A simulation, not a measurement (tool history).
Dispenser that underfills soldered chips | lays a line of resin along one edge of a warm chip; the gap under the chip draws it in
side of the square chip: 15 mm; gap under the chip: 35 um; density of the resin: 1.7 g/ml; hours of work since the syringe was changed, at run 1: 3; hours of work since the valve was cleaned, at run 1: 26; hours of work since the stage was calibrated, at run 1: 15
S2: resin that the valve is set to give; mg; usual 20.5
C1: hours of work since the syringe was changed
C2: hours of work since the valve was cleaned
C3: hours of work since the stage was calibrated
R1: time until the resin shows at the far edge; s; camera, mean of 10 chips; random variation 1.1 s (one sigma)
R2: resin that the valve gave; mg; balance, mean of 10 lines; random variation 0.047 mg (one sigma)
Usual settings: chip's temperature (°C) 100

{"run": 1, "hour": 0.0, "chip's temperature (°C)": 100, "S2": 20.5, "C1": 3, "C2": 26, "C3": 15, "R1": 144.2, "R2": 20.09}
{"hour": 5.8, "done": "new syringe of resin"}
{"run": 2, "hour": 6.3, "chip's temperature (°C)": 100, "S2": 20.5, "C1": 0, "C2": 31, "C3": 19, "R1": 114, "R2": 19.99}
{"run": 3, "hour": 10.6, "chip's temperature (°C)": 100, "S2": 20.5, "C1": 4, "C2": 34, "C3": 22, "R1": 147.7, "R2": 20.05}
{"hour": 15.8, "done": "new syringe of resin"}
{"run": 4, "hour": 18.0, "chip's temperature (°C)": 100, "S2": 20.5, "C1": 2, "C2": 39, "C3": 28, "R1": 125.5, "R2": 19.92}
{"run": 5, "hour": 23.0, "chip's temperature (°C)": 93, "S2": 20.5, "C1": 6, "C2": 43, "C3": 32, "R1": 236.9, "R2": 19.92}
{"hour": 25.9, "done": "new syringe of resin"}
{"run": 6, "hour": 27.4, "chip's temperature (°C)": 96, "S2": 20.5, "C1": 1, "C2": 46, "C3": 35, "R1": 145.5, "R2": 19.81}
{"run": 7, "hour": 33.0, "chip's temperature (°C)": 96, "S2": 20.5, "C1": 5, "C2": 51, "C3": 39, "R1": 206.5, "R2": 19.78}
{"hour": 36.4, "done": "new syringe of resin"}
{"run": 8, "hour": 37.2, "chip's temperature (°C)": 96, "S2": 20.5, "C1": 1, "C2": 54, "C3": 42, "R1": 134.4, "R2": 19.7}
{"run": 9, "hour": 43.9, "chip's temperature (°C)": 96, "S2": 20.5, "C1": 6, "C2": 59, "C3": 47, "R1": 212.6, "R2": 19.74}
{"hour": 46.5, "done": "new syringe of resin"}
{"hour": 48.5, "done": "dispensing valve cleaned and set on the balance"}
{"run": 10, "hour": 48.9, "chip's temperature (°C)": 100, "S2": 17.7, "C1": 1, "C2": 0, "C3": 50, "R1": 122.3, "R2": 17.62}
{"run": 11, "hour": 55.3, "chip's temperature (°C)": 100, "S2": 17.7, "C1": 6, "C2": 5, "C3": 55, "R1": 187.8, "R2": 17.58}
{"hour": 57.7, "done": "new syringe of resin"}
{"run": 12, "hour": 59.7, "chip's temperature (°C)": 100, "S2": 17.7, "C1": 2, "C2": 8, "C3": 58, "R1": 129.2, "R2": 17.56}
{"run": 13, "hour": 66.9, "chip's temperature (°C)": 100, "S2": 23.3, "C1": 7, "C2": 14, "C3": 64, "R1": 199.4, "R2": 22.99}
{"hour": 67.8, "done": "new syringe of resin"}
{"run": 14, "hour": 72.2, "chip's temperature (°C)": 100, "S2": 23.3, "C1": 3, "C2": 18, "C3": 67, "R1": 144.2, "R2": 22.95}
{"run": 15, "hour": 75.5, "chip's temperature (°C)": 100, "S2": 18.5, "C1": 6, "C2": 20, "C3": 70, "R1": 184.5, "R2": 18.21}
{"hour": 78.1, "done": "new syringe of resin"}
{"run": 16, "hour": 81.9, "chip's temperature (°C)": 100, "S2": 18.5, "C1": 3, "C2": 25, "C3": 75, "R1": 144.4, "R2": 18.13}
{"run": 17, "hour": 85.9, "chip's temperature (°C)": 96, "S2": 23.5, "C1": 6, "C2": 28, "C3": 78, "R1": 212.5, "R2": 22.99}
{"hour": 88.3, "done": "new syringe of resin"}
{"run": 18, "hour": 92.2, "chip's temperature (°C)": 100, "S2": 25.1, "C1": 3, "C2": 33, "C3": 82, "R1": 141.1, "R2": 24.51}
{"hour": 98.6, "done": "new syringe of resin"}
{"run": 19, "hour": 98.6, "chip's temperature (°C)": 100, "S2": 25.1, "C1": 0, "C2": 37, "C3": 87, "R1": 108.4, "R2": 24.3}
{"run": 20, "hour": 105.6, "chip's temperature (°C)": 89, "S2": 19.1, "C1": 5, "C2": 43, "C3": 92, "R1": 280.9, "R2": 18.5}
{"hour": 108.9, "done": "new syringe of resin"}
{"run": 21, "hour": 110.7, "chip's temperature (°C)": 93, "S2": 20.5, "C1": 1, "C2": 46, "C3": 96, "R1": 164.7, "R2": 19.76}

Forecast each of these 5 alternatives for the next run:
{"run": "A", "hour": 117.3, "chip's temperature (°C)": 111, "S2": 17.8, "C1": 6, "C2": 51, "C3": 101, "R1": "?", "R2": "?"}
{"run": "B", "hour": 117.3, "chip's temperature (°C)": 91, "S2": 19.6, "C1": 6, "C2": 51, "C3": 101, "R1": "?", "R2": "?"}
{"run": "C", "hour": 117.3, "chip's temperature (°C)": 93, "S2": 21.5, "C1": 6, "C2": 51, "C3": 101, "R1": "?", "R2": "?"}
{"run": "D", "hour": 117.3, "chip's temperature (°C)": 100, "S2": 24.3, "C1": 6, "C2": 51, "C3": 101, "R1": "?", "R2": "?"}
{"run": "E", "hour": 117.3, "chip's temperature (°C)": 89, "S2": 24.8, "C1": 6, "C2": 51, "C3": 101, "R1": "?", "R2": "?"}

run=A R1=131.6 R2=17.13
run=B R1=278.7 R2=18.97
run=C R1=250.7 R2=20.57
run=D R1=192.2 R2=23.32
run=E R1=296 R2=23.87
Without the tool's hidden state the same runs would have given:
run=A R1=73.7 R2=17.81
run=B R1=156.8 R2=19.72
run=C R1=141.2 R2=21.39
run=D R1=108.3 R2=24.25
run=E R1=167 R2=24.82
